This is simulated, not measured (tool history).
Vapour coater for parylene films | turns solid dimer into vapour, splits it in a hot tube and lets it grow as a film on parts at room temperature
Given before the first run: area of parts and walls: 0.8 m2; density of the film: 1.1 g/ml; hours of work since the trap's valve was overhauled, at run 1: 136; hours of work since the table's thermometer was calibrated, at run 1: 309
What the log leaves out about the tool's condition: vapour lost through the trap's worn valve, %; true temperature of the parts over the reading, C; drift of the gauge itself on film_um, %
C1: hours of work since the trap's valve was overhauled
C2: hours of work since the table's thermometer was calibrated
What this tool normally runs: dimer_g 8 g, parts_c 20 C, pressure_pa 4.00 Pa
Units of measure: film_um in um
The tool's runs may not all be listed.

{"run": 1, "day": 0.0, "dimer_g": 8, "parts_c": 20, "pressure_pa": 4.0, "C1": 136, "C2": 309, "film_um": 6.64}
{"run": 2, "day": 0.346, "dimer_g": 8, "parts_c": 17, "pressure_pa": 4.0, "C1": 142, "C2": 316, "film_um": 7.68}
{"run": 3, "day": 1.0, "dimer_g": 8, "parts_c": 17, "pressure_pa": 4.0, "C1": 154, "C2": 328, "film_um": 7.63}
{"run": 4, "day": 1.588, "dimer_g": 8, "parts_c": 17, "pressure_pa": 4.0, "C1": 165, "C2": 339, "film_um": 7.63}
{"run": 5, "day": 2.262, "dimer_g": 8, "parts_c": 20, "pressure_pa": 4.0, "C1": 178, "C2": 352, "film_um": 6.61}
{"run": 6, "day": 2.908, "dimer_g": 8, "parts_c": 20, "pressure_pa": 4.0, "C1": 190, "C2": 364, "film_um": 6.65}
{"run": 7, "day": 3.483, "dimer_g": 6, "parts_c": 20, "pressure_pa": 4.0, "C1": 201, "C2": 375, "film_um": 4.91}
{"run": 8, "day": 3.967, "dimer_g": 6, "parts_c": 20, "pressure_pa": 4.0, "C1": 210, "C2": 384, "film_um": 4.93}
{"run": 9, "day": 4.388, "dimer_g": 6, "parts_c": 20, "pressure_pa": 2.44, "C1": 218, "C2": 392, "film_um": 5.14}
{"run": 10, "day": 4.971, "dimer_g": 8, "parts_c": 13, "pressure_pa": 4.0, "C1": 229, "C2": 403, "film_um": 8.55}
{"run": 11, "day": 5.554, "dimer_g": 8, "parts_c": 20, "pressure_pa": 4.0, "C1": 240, "C2": 414, "film_um": 6.61}
{"run": 12, "day": 6.146, "dimer_g": 8, "parts_c": 20, "pressure_pa": 4.0, "C1": 251, "C2": 425, "film_um": 6.47}
{"run": 13, "day": 6.854, "dimer_g": 8, "parts_c": 20, "pressure_pa": 4.0, "C1": 264, "C2": 438, "film_um": 6.53}
{"run": 14, "day": 7.608, "dimer_g": 8, "parts_c": 20, "pressure_pa": 3.93, "C1": 279, "C2": 452, "film_um": 6.52}
{"run": 15, "day": 8.071, "dimer_g": 9, "parts_c": 20, "pressure_pa": 4.0, "C1": 287, "C2": 461, "film_um": 7.36}
{"run": 16, "day": 8.604, "dimer_g": 9, "parts_c": 20, "pressure_pa": 4.0, "C1": 297, "C2": 471, "film_um": 7.38}
{"run": 17, "day": 9.196, "dimer_g": 9, "parts_c": 28, "pressure_pa": 4.0, "C1": 308, "C2": 482, "film_um": 5.1}
{"run": 18, "day": 9.696, "dimer_g": 9, "parts_c": 28, "pressure_pa": 4.0, "C1": 318, "C2": 491, "film_um": 5.0}
{"run": 19, "day": 10.246, "dimer_g": 9, "parts_c": 28, "pressure_pa": 4.0, "C1": 328, "C2": 502, "film_um": 5.05}
{"run": 20, "day": 10.592, "dimer_g": 9, "parts_c": 28, "pressure_pa": 4.0, "C1": 335, "C2": 508, "film_um": 5.01}
{"run": 21, "day": 11.033, "dimer_g": 9, "parts_c": 28, "pressure_pa": 4.0, "C1": 343, "C2": 516, "film_um": 5.04}
{"run": 22, "day": 11.512, "dimer_g": 9, "parts_c": 28, "pressure_pa": 4.0, "C1": 352, "C2": 525, "film_um": 5.05}
{"run": 23, "day": 12.229, "dimer_g": 9, "parts_c": 28, "pressure_pa": 3.46, "C1": 365, "C2": 539, "film_um": 5.07}
{"day": 12.554, "done": "trap's valve overhauled"}
{"run": 24, "day": 12.8, "dimer_g": 8, "parts_c": 20, "pressure_pa": 2.34, "C1": 5, "C2": 547, "film_um": 7.1}
{"run": 25, "day": 13.133, "dimer_g": 12, "parts_c": 20, "pressure_pa": 6.3, "C1": 11, "C2": 553, "film_um": 10.02}
{"run": 26, "day": 13.746, "dimer_g": 12, "parts_c": 20, "pressure_pa": 6.3, "C1": 22, "C2": 564, "film_um": 9.88}
{"run": 27, "day": 14.492, "dimer_g": 12, "parts_c": 20, "pressure_pa": 6.3, "C1": 36, "C2": 578, "film_um": 10.04}
{"run": 28, "day": 14.875, "dimer_g": 12, "parts_c": 20, "pressure_pa": 6.3, "C1": 44, "C2": 585, "film_um": 9.85}
{"run": 29, "day": 15.654, "dimer_g": 12, "parts_c": 20, "pressure_pa": 6.3, "C1": 58, "C2": 600, "film_um": 9.97}
{"run": 30, "day": 16.392, "dimer_g": 12, "parts_c": 20, "pressure_pa": 6.3, "C1": 72, "C2": 614, "film_um": 9.81}
{"run": 31, "day": 16.896, "dimer_g": 8, "parts_c": 20, "pressure_pa": 4.53, "C1": 82, "C2": 623, "film_um": 6.77}
{"run": 32, "day": 17.412, "dimer_g": 8, "parts_c": 30, "pressure_pa": 6.67, "C1": 91, "C2": 633, "film_um": 4.18}
{"run": 33, "day": 17.754, "dimer_g": 4, "parts_c": 12, "pressure_pa": 2.7, "C1": 98, "C2": 639, "film_um": 4.43}
{"run": 34, "day": 18.221, "dimer_g": 4, "parts_c": 12, "pressure_pa": 2.7, "C1": 106, "C2": 648, "film_um": 4.35}
{"run": 35, "day": 18.862, "dimer_g": 5, "parts_c": 27, "pressure_pa": 2.7, "C1": 118, "C2": 660, "film_um": 3.13}
{"run": 36, "day": 19.517, "dimer_g": 5, "parts_c": 27, "pressure_pa": 2.7, "C1": 131, "C2": 673, "film_um": 3.14}
{"run": 37, "day": 20.188, "dimer_g": 5, "parts_c": 27, "pressure_pa": 2.7, "C1": 143, "C2": 685, "film_um": 3.07}
{"run": 38, "day": 20.808, "dimer_g": 8, "parts_c": 15, "pressure_pa": 2.13, "C1": 155, "C2": 697, "film_um": 8.54}
{"run": 39, "day": 21.471, "dimer_g": 4, "parts_c": 21, "pressure_pa": 4.4, "C1": 167, "C2": 709, "film_um": 3.23}
{"run": 40, "day": 21.854, "dimer_g": 8, "parts_c": 16, "pressure_pa": 4.0, "C1": 175, "C2": 716, "film_um": 8.05}
{"run": 41, "day": 22.325, "dimer_g": 8, "parts_c": 13, "pressure_pa": 11.6, "C1": 183, "C2": 725, "film_um": 8.56}
{"run": 42, "day": 22.758, "dimer_g": 7, "parts_c": 19, "pressure_pa": 7.2, "C1": 192, "C2": 733, "film_um": 5.96}
{"run": 43, "day": 23.412, "dimer_g": 4, "parts_c": 23, "pressure_pa": 7.99, "C1": 204, "C2": 746, "film_um": 2.75}
{"run": 44, "day": 24.196, "dimer_g": 11, "parts_c": 17, "pressure_pa": 2.12, "C1": 219, "C2": 760, "film_um": 10.84}
{"run": 45, "day": 24.838, "dimer_g": 3, "parts_c": 17, "pressure_pa": 7.16, "C1": 231, "C2": 772, "film_um": 2.77}
{"run": 46, "day": 25.254, "dimer_g": 3, "parts_c": 17, "pressure_pa": 7.16, "C1": 238, "C2": 780, "film_um": 2.8}
{"run": 47, "day": 25.758, "dimer_g": 5, "parts_c": 21, "pressure_pa": 4.14, "C1": 248, "C2": 790, "film_um": 3.9}

4 options for the next run, each taken on its own from the tool as it stands now. Forecast them:
{"run": "A", "day": 26.412, "dimer_g": 5, "parts_c": 15, "pressure_pa": 8.35, "C1": 260, "C2": 802, "film_um": "?"}
{"run": "B", "day": 26.412, "dimer_g": 5, "parts_c": 20, "pressure_pa": 4.14, "C1": 260, "C2": 802, "film_um": "?"}
{"run": "C", "day": 26.412, "dimer_g": 8, "parts_c": 16, "pressure_pa": 4.14, "C1": 260, "C2": 802, "film_um": "?"}
{"run": "D", "day": 26.412, "dimer_g": 8, "parts_c": 31, "pressure_pa": 9.14, "C1": 260, "C2": 802, "film_um": "?"}

run=A film_um=4.96
run=B film_um=4.11
run=C film_um=7.99
run=D film_um=3.77
The same runs, with their run-to-run variation unchanged, on a tool lacking any hidden condition would have given:
run=A film_um=5.07
run=B film_um=4.20
run=C film_um=8.16
run=D film_um=3.85

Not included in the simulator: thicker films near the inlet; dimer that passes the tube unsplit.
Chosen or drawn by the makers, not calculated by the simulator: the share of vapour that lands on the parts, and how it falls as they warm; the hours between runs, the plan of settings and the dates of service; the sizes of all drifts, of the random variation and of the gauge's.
